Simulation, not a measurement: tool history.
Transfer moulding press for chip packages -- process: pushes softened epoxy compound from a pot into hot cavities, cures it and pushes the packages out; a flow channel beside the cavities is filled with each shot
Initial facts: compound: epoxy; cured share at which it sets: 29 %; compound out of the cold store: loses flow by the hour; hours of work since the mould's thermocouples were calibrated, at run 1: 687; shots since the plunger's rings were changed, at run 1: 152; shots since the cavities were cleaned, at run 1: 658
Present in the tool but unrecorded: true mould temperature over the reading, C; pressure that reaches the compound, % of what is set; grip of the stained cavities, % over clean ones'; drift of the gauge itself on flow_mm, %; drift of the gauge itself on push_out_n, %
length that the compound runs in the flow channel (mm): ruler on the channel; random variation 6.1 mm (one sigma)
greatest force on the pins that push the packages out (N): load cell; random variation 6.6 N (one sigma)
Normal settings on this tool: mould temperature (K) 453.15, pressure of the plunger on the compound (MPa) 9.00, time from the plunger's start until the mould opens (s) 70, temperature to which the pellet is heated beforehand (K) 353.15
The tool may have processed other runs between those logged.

run,hour,mould temperature (K),pressure of the plunger on the compound (MPa),time from the plunger's start until the mould opens (s),temperature to which the pellet is heated beforehand (K),hours of work since the mould's thermocouples were calibrated,shots since the plunger's rings were changed,shots since the cavities were cleaned,incoming compound's hours out of the cold store,length that the compound runs in the flow channel (mm),greatest force on the pins that push the packages out (N)
1,0.0,453.15,9.00,70,353.15,687,152,658,38.1,826,314
# hour 23.0: cavities cleaned with cleaning compound and waxed
2,44.7,453.15,9.00,110,353.15,716,924,388,27.9,876,246
3,77.9,453.15,9.00,70,353.15,739,1516,980,17.9,910,342
# hour 84.6: cavities cleaned with cleaning compound and waxed
# hour 123.0: mould's thermocouples calibrated
4,125.7,459.15,9.00,70,353.15,2,2307,698,35.2,804,276
# hour 150.1: cavities cleaned with cleaning compound and waxed
5,168.5,459.15,9.00,70,353.15,30,3044,327,19.0,889,251
# hour 212.1: cavities cleaned with cleaning compound and waxed
6,220.0,459.15,9.00,70,353.15,64,3937,141,16.9,885,228
# hour 233.4: plunger's sealing rings changed
# hour 276.6: cavities cleaned with cleaning compound and waxed
7,288.4,453.15,9.00,70,353.15,108,956,212,38.0,805,261
# hour 336.9: mould's thermocouples calibrated, once more
# hour 338.4: cavities cleaned with cleaning compound and waxed
8,338.4,452.15,9.00,70,353.15,0,1785,0,37.4,800,259
# hour 396.7: cavities cleaned with cleaning compound and waxed
9,404.2,453.15,9.00,70,353.15,44,2933,133,20.7,888,289
10,442.4,453.15,9.00,70,353.15,70,3616,816,11.8,932,343
# hour 458.7: cavities cleaned with cleaning compound and waxed
# hour 475.0: plunger's sealing rings changed
11,497.0,453.15,9.00,70,353.15,105,392,639,10.8,970,345
# hour 522.8: cavities cleaned with cleaning compound and waxed
12,559.6,445.15,9.00,70,353.15,146,1483,658,8.2,996,585
# hour 583.7: cavities cleaned with cleaning compound and waxed
13,589.4,445.15,9.00,70,353.15,166,1989,103,27.4,876,395
14,618.3,445.15,9.00,70,353.15,186,2505,619,40.5,796,484
# hour 647.0: cavities cleaned with cleaning compound and waxed
15,667.4,445.15,9.00,70,353.15,218,3355,366,47.9,757,428
16,703.5,460.15,9.00,70,361.15,243,3999,1010,44.9,757,305
# hour 710.1: cavities cleaned with cleaning compound and waxed
# hour 716.0: plunger's sealing rings changed
17,751.5,459.15,10.37,57,347.15,273,634,695,19.2,966,383
# hour 773.0: cavities cleaned with cleaning compound and waxed
18,810.2,459.15,7.01,74,345.15,312,1656,664,14.0,814,271
# hour 832.9: cavities cleaned with cleaning compound and waxed
19,845.9,450.15,7.45,94,360.15,335,2267,232,11.5,869,234
20,886.0,450.15,7.45,94,360.15,363,2983,948,27.4,773,273
# hour 893.1: cavities cleaned with cleaning compound and waxed
21,928.3,459.15,7.35,94,360.15,390,3711,630,23.8,770,269
# hour 954.1: plunger's sealing rings changed
# hour 955.6: cavities cleaned with cleaning compound and waxed
22,976.6,453.15,9.00,68,349.15,421,376,376,18.2,919,319
# hour 1018.8: cavities cleaned with cleaning compound and waxed
23,1028.9,445.15,8.53,70,353.15,455,1283,181,12.0,950,456
24,1055.6,445.15,8.53,70,353.15,474,1760,658,31.7,831,490
# hour 1079.1: cavities cleaned with cleaning compound and waxed
25,1112.5,453.15,9.55,70,353.15,512,2748,596,26.5,884,329
# hour 1138.8: cavities cleaned with cleaning compound and waxed
26,1151.5,453.15,9.55,70,353.15,537,3419,228,11.9,960,289
# hour 1195.2: plunger's sealing rings changed
# hour 1201.7: cavities cleaned with cleaning compound and waxed
27,1214.0,453.15,9.55,70,353.15,577,309,219,24.5,907,269

Predict each of these 3 candidate next runs independently; none follows another, all start after run 27:
A,1246.2,456.15,9.55,70,350.15,599,884,794,42.4,?,?
B,1246.2,453.15,10.36,70,350.15,599,884,794,28.2,?,?
C,1246.2,460.15,9.00,70,363.15,599,884,794,11.1,?,?

run,length that the compound runs in the flow channel (mm),greatest force on the pins that push the packages out (N)
A,799,296
B,919,314
C,954,277
With the hidden condition removed and each run's random variation left untouched, the same runs would have given:
run,length that the compound runs in the flow channel (mm),greatest force on the pins that push the packages out (N)
A,812,221
B,934,238
C,969,203

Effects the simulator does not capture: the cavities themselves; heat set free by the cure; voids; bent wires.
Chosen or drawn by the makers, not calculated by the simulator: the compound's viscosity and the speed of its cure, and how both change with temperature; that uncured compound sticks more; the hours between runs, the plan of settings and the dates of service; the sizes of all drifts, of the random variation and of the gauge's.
